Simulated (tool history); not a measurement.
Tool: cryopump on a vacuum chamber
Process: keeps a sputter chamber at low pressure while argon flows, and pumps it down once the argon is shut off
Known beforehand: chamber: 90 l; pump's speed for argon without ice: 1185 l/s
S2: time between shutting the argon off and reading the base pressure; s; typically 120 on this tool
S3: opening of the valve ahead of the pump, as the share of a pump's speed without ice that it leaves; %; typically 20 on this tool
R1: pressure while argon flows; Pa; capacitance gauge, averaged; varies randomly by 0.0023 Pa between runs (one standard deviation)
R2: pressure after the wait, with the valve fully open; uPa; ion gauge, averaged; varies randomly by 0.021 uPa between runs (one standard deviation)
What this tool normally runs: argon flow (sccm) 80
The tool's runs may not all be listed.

{"run": 1, "day": 0.0, "argon flow (sccm)": 80, "S2": 120, "S3": 20, "R1": 0.5873, "R2": 1.53}
{"run": 2, "day": 0.783, "argon flow (sccm)": 80, "S2": 120, "S3": 20, "R1": 0.5896, "R2": 1.47}
{"run": 3, "day": 1.483, "argon flow (sccm)": 80, "S2": 120, "S3": 20, "R1": 0.5888, "R2": 1.53}
{"run": 4, "day": 2.471, "argon flow (sccm)": 133, "S2": 120, "S3": 20, "R1": 0.9781, "R2": 1.59}
{"run": 5, "day": 3.754, "argon flow (sccm)": 133, "S2": 120, "S3": 20, "R1": 0.9843, "R2": 1.54}
{"run": 6, "day": 4.588, "argon flow (sccm)": 133, "S2": 120, "S3": 20, "R1": 0.9833, "R2": 1.59}
{"run": 7, "day": 5.888, "argon flow (sccm)": 128, "S2": 120, "S3": 20, "R1": 0.9497, "R2": 1.65}
{"run": 8, "day": 6.775, "argon flow (sccm)": 128, "S2": 120, "S3": 20, "R1": 0.9512, "R2": 1.62}
{"day": 7.85, "done": "pump warmed up, emptied and cooled again"}
{"run": 9, "day": 8.112, "argon flow (sccm)": 56, "S2": 120, "S3": 20, "R1": 0.4015, "R2": 1.44}
{"run": 10, "day": 9.408, "argon flow (sccm)": 43, "S2": 120, "S3": 20, "R1": 0.3086, "R2": 1.43}
{"run": 11, "day": 10.204, "argon flow (sccm)": 150, "S2": 120, "S3": 20, "R1": 1.0629, "R2": 1.44}
{"run": 12, "day": 11.404, "argon flow (sccm)": 150, "S2": 120, "S3": 20, "R1": 1.0831, "R2": 1.51}
{"run": 13, "day": 12.217, "argon flow (sccm)": 150, "S2": 120, "S3": 20, "R1": 1.083, "R2": 1.49}
{"run": 14, "day": 13.704, "argon flow (sccm)": 150, "S2": 120, "S3": 20, "R1": 1.0758, "R2": 1.5}
{"run": 15, "day": 14.742, "argon flow (sccm)": 59, "S2": 120, "S3": 20, "R1": 0.4237, "R2": 1.49}
{"run": 16, "day": 15.658, "argon flow (sccm)": 59, "S2": 120, "S3": 20, "R1": 0.4226, "R2": 1.5}
{"run": 17, "day": 16.542, "argon flow (sccm)": 59, "S2": 120, "S3": 24, "R1": 0.3544, "R2": 1.52}
{"run": 18, "day": 17.367, "argon flow (sccm)": 140, "S2": 120, "S3": 20, "R1": 1.0094, "R2": 1.51}
{"run": 19, "day": 18.496, "argon flow (sccm)": 42, "S2": 144, "S3": 39, "R1": 0.157, "R2": 1.5}
{"run": 20, "day": 19.5, "argon flow (sccm)": 42, "S2": 144, "S3": 39, "R1": 0.1563, "R2": 1.51}
{"run": 21, "day": 20.517, "argon flow (sccm)": 58, "S2": 106, "S3": 18, "R1": 0.4642, "R2": 1.54}
{"run": 22, "day": 21.646, "argon flow (sccm)": 58, "S2": 106, "S3": 18, "R1": 0.4669, "R2": 1.62}
{"run": 23, "day": 22.308, "argon flow (sccm)": 58, "S2": 106, "S3": 18, "R1": 0.4615, "R2": 1.63}
{"run": 24, "day": 23.471, "argon flow (sccm)": 61, "S2": 46, "S3": 40, "R1": 0.2228, "R2": 1.93}
{"run": 25, "day": 24.571, "argon flow (sccm)": 61, "S2": 46, "S3": 40, "R1": 0.2221, "R2": 2.01}
{"run": 26, "day": 25.767, "argon flow (sccm)": 61, "S2": 46, "S3": 40, "R1": 0.2227, "R2": 1.99}
{"run": 27, "day": 26.954, "argon flow (sccm)": 54, "S2": 46, "S3": 33, "R1": 0.2385, "R2": 2.01}
{"run": 28, "day": 28.021, "argon flow (sccm)": 54, "S2": 46, "S3": 33, "R1": 0.2398, "R2": 2.06}
{"run": 29, "day": 28.696, "argon flow (sccm)": 54, "S2": 46, "S3": 33, "R1": 0.2386, "R2": 2.08}
{"run": 30, "day": 29.417, "argon flow (sccm)": 42, "S2": 111, "S3": 20, "R1": 0.3035, "R2": 1.65}
{"run": 31, "day": 30.867, "argon flow (sccm)": 42, "S2": 111, "S3": 20, "R1": 0.3032, "R2": 1.69}
{"run": 32, "day": 31.7, "argon flow (sccm)": 42, "S2": 111, "S3": 20, "R1": 0.3004, "R2": 1.65}
{"run": 33, "day": 33.112, "argon flow (sccm)": 42, "S2": 111, "S3": 20, "R1": 0.3027, "R2": 1.73}

Predict each of these 4 candidate next runs independently; none follows another, all start after run 33:
{"run": "A", "day": 34.367, "argon flow (sccm)": 34, "S2": 50, "S3": 33, "R1": "?", "R2": "?"}
{"run": "B", "day": 34.367, "argon flow (sccm)": 101, "S2": 54, "S3": 22, "R1": "?", "R2": "?"}
{"run": "C", "day": 34.367, "argon flow (sccm)": 42, "S2": 52, "S3": 20, "R1": "?", "R2": "?"}
{"run": "D", "day": 34.367, "argon flow (sccm)": 80, "S2": 120, "S3": 59, "R1": "?", "R2": "?"}

run=A R1=0.1512 R2=2.05
run=B R1=0.6712 R2=2.04
run=C R1=0.3036 R2=2.04
run=D R1=0.2033 R2=1.72
Stripped of hidden state, with their random variation kept, the same runs would have yielded:
run=A R1=0.1466 R2=0.85
run=B R1=0.6575 R2=0.82
run=C R1=0.298 R2=0.82
run=D R1=0.1926 R2=0.5
